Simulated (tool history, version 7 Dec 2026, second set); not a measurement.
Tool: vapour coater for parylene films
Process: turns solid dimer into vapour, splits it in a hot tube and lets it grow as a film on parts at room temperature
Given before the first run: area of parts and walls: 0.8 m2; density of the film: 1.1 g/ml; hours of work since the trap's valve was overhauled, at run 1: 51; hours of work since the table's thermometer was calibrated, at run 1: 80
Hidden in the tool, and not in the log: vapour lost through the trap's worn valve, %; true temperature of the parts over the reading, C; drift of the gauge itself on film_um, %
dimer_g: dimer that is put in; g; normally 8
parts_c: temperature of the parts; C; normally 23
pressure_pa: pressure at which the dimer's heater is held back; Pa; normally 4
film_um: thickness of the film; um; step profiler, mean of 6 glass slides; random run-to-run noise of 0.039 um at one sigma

run   hour  dimer_g  parts_c  pressure_pa  hours of work since the trap's valve was overhauled  hours of work since the table's thermometer was calibrated  film_um
  1      0        8       23            4                                                   51                                                          80     4.88
  2   21.8        8       23         6.74                                                   61                                                          89     4.21
  3   39.4        8       23         6.74                                                   68                                                          97     4.24
  4   53.3        8       23         6.74                                                   74                                                         102     4.27
  5   74.8        8       23         6.74                                                   83                                                         112     4.22
      80.7  -- trap's valve overhauled
  6  102.6        8       23         6.74                                                    9                                                         122     4.21
  7  112.5        8       23         6.74                                                   14                                                         126     4.24
  8  125.2        9       23         7.26                                                   19                                                         131     4.57
  9  140.3        7       29         9.99                                                   25                                                         138     2.73
 10  154.1        9       25            4                                                   31                                                         144     4.95
 11  171.2        9       25            4                                                   39                                                         151     4.97

3 ways to go on from here, each from the tool as it stands after run 11. What would each give?
  A  180.9        8       25            4                                                   43                                                         155        ?
  B  180.9        8       23         4.04                                                   43                                                         155        ?
  C  180.9        7       23            4                                                   43                                                         155        ?

run  film_um
  A     4.43
  B     4.71
  C      4.1
What these runs would have given with no unlogged condition in the tool:
run  film_um
  A     4.63
  B     4.92
  C     4.28
